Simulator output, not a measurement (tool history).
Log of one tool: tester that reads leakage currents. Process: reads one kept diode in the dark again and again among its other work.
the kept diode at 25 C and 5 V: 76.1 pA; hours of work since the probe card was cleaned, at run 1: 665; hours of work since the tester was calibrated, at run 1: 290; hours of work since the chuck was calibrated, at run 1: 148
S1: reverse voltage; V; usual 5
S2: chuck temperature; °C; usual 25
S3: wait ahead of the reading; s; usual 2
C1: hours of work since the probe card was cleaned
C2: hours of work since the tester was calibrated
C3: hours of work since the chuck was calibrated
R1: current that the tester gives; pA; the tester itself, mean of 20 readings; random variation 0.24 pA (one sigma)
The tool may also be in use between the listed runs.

run     day    S1  S2    S3   C1   C2   C3       R1
  1       0     5  25     2  665  290  148    77.67
  2   1.167     5  58     2  677  302  160  1346.97
  3   2.608     5  25     2  692  317  175    77.38
  4   4.058     5  25     2  707  332  190    78.52
  5   5.475     5  25     2  722  347  204    78.12
  6   6.921     5  25     2  737  362  219    77.96
  7   8.058     5  24  2.12  749  373  231    71.14
      8.258  -- chuck's temperature calibrated
  8   9.725  3.38  47  0.38  765  390   15   456.28
  9  11.221  3.39  29  0.38  781  405   31    94.62
 10   12.45  3.39  29  0.38  793  418   43    95.11
 11  13.321  3.39  29  0.38  802  427   53    94.75

Forecast each of these 5 alternatives for the next run:
  A  14.7   2.84  25  1.04  817  441  67   ?
  B  14.7   9.12  29  5.63  817  441  67   ?
  C  14.7  11.97  34  0.38  817  441  67   ?
  D  14.7      5  20     2  817  441  67   ?
  E  14.7   5.21  51  2.08  817  441  67   ?

run      R1
  A      59
  B  154.02
  C  284.57
  D   48.61
  E  787.98
Without the tool's hidden state the same runs would have given:
run      R1
  A   57.97
  B  150.85
  C  280.27
  D   46.96
  E  784.92
